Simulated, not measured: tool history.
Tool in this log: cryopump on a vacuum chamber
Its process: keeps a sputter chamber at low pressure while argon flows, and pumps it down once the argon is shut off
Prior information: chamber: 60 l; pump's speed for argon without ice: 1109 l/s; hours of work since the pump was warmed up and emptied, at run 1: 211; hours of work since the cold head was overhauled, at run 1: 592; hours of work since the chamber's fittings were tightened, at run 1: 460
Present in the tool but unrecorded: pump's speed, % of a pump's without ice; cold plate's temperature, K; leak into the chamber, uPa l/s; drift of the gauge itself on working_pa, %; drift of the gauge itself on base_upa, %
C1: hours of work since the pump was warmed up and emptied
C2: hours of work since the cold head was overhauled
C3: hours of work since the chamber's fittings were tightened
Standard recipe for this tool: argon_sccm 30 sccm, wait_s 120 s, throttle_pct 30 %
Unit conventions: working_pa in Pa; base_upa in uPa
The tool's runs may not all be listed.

run 1 hour=0.0 | argon_sccm=30 wait_s=120 throttle_pct=30 | C1=211 C2=592 C3=460 | working_pa=0.1631 base_upa=2.05
run 2 hour=16.8 | argon_sccm=30 wait_s=21 throttle_pct=30 | C1=223 C2=604 C3=472 | working_pa=0.1628 base_upa=6.28
run 3 hour=33.0 | argon_sccm=30 wait_s=65 throttle_pct=30 | C1=235 C2=616 C3=484 | working_pa=0.1655 base_upa=2.81
run 4 hour=53.2 | argon_sccm=30 wait_s=28 throttle_pct=30 | C1=250 C2=631 C3=499 | working_pa=0.1674 base_upa=5.02
run 5 hour=70.3 | argon_sccm=30 wait_s=28 throttle_pct=30 | C1=263 C2=644 C3=511 | working_pa=0.1684 base_upa=5.00
run 6 hour=82.3 | argon_sccm=30 wait_s=28 throttle_pct=30 | C1=272 C2=652 C3=520 | working_pa=0.1669 base_upa=5.29
run 7 hour=97.4 | argon_sccm=30 wait_s=152 throttle_pct=30 | C1=283 C2=664 C3=531 | working_pa=0.1691 base_upa=2.12
run 8 hour=120.3 | argon_sccm=30 wait_s=120 throttle_pct=30 | C1=300 C2=680 C3=548 | working_pa=0.1686 base_upa=2.34
run 9 hour=135.3 | argon_sccm=30 wait_s=23 throttle_pct=30 | C1=311 C2=692 C3=559 | working_pa=0.1705 base_upa=6.21
run 10 hour=157.7 | argon_sccm=30 wait_s=23 throttle_pct=30 | C1=327 C2=708 C3=576 | working_pa=0.1727 base_upa=6.29
run 11 hour=174.7 | argon_sccm=30 wait_s=73 throttle_pct=30 | C1=340 C2=721 C3=588 | working_pa=0.1727 base_upa=3.01
run 12 hour=185.9 | argon_sccm=30 wait_s=73 throttle_pct=30 | C1=348 C2=729 C3=597 | working_pa=0.1731 base_upa=3.13
-- hour=193.5 pump warmed up, emptied and cooled again
run 13 hour=205.6 | argon_sccm=30 wait_s=120 throttle_pct=30 | C1=9 C2=740 C3=607 | working_pa=0.1539 base_upa=2.08
run 14 hour=217.9 | argon_sccm=30 wait_s=120 throttle_pct=30 | C1=18 C2=749 C3=617 | working_pa=0.1536 base_upa=2.03
run 15 hour=229.3 | argon_sccm=41 wait_s=120 throttle_pct=18 | C1=26 C2=757 C3=625 | working_pa=0.3513 base_upa=2.09
run 16 hour=247.4 | argon_sccm=30 wait_s=71 throttle_pct=16 | C1=40 C2=770 C3=638 | working_pa=0.2860 base_upa=2.82
run 17 hour=269.7 | argon_sccm=37 wait_s=91 throttle_pct=19 | C1=56 C2=787 C3=655 | working_pa=0.3013 base_upa=2.41
run 18 hour=288.3 | argon_sccm=30 wait_s=62 throttle_pct=30 | C1=70 C2=801 C3=668 | working_pa=0.1557 base_upa=3.09
run 19 hour=311.4 | argon_sccm=30 wait_s=62 throttle_pct=30 | C1=87 C2=818 C3=685 | working_pa=0.1574 base_upa=3.13
run 20 hour=331.9 | argon_sccm=24 wait_s=62 throttle_pct=39 | C1=102 C2=833 C3=700 | working_pa=0.0984 base_upa=3.18
run 21 hour=346.8 | argon_sccm=26 wait_s=120 throttle_pct=30 | C1=113 C2=844 C3=711 | working_pa=0.1377 base_upa=2.37
run 22 hour=361.8 | argon_sccm=19 wait_s=53 throttle_pct=44 | C1=124 C2=855 C3=723 | working_pa=0.0695 base_upa=3.56
run 23 hour=371.8 | argon_sccm=19 wait_s=185 throttle_pct=50 | C1=131 C2=862 C3=730 | working_pa=0.0617 base_upa=2.11
run 24 hour=384.5 | argon_sccm=19 wait_s=185 throttle_pct=50 | C1=141 C2=871 C3=739 | working_pa=0.0630 base_upa=2.10
run 25 hour=404.2 | argon_sccm=19 wait_s=185 throttle_pct=50 | C1=155 C2=886 C3=754 | working_pa=0.0637 base_upa=2.17
run 26 hour=423.8 | argon_sccm=19 wait_s=31 throttle_pct=50 | C1=170 C2=900 C3=768 | working_pa=0.0639 base_upa=5.13
run 27 hour=441.9 | argon_sccm=23 wait_s=31 throttle_pct=50 | C1=183 C2=914 C3=782 | working_pa=0.0774 base_upa=5.22
run 28 hour=462.1 | argon_sccm=14 wait_s=90 throttle_pct=33 | C1=198 C2=929 C3=796 | working_pa=0.0705 base_upa=2.89

Each run again, without the hidden state but with its own random variation kept:
run=1 working_pa=0.1524 base_upa=1.16
run=2 working_pa=0.1513 base_upa=5.35
run=3 working_pa=0.1531 base_upa=1.86
run=4 working_pa=0.1539 base_upa=4.02
run=5 working_pa=0.1540 base_upa=3.98
run=6 working_pa=0.1521 base_upa=4.18
run=7 working_pa=0.1534 base_upa=0.97
run=8 working_pa=0.1516 base_upa=1.15
run=9 working_pa=0.1527 base_upa=4.97
run=10 working_pa=0.1534 base_upa=4.98
run=11 working_pa=0.1525 base_upa=1.69
run=12 working_pa=0.1521 base_upa=1.75
run=13 working_pa=0.1526 base_upa=1.16
run=14 working_pa=0.1520 base_upa=1.12
run=15 working_pa=0.3484 base_upa=1.15
run=16 working_pa=0.2833 base_upa=1.82
run=17 working_pa=0.2970 base_upa=1.40
run=18 working_pa=0.1516 base_upa=2.02
run=19 working_pa=0.1525 base_upa=2.01
run=20 working_pa=0.0939 base_upa=2.00
run=21 working_pa=0.1323 base_upa=1.17
run=22 working_pa=0.0652 base_upa=2.32
run=23 working_pa=0.0571 base_upa=0.86
run=24 working_pa=0.0580 base_upa=0.81
run=25 working_pa=0.0583 base_upa=0.83
run=26 working_pa=0.0579 base_upa=3.74
run=27 working_pa=0.0695 base_upa=3.78
run=28 working_pa=0.0653 base_upa=1.43
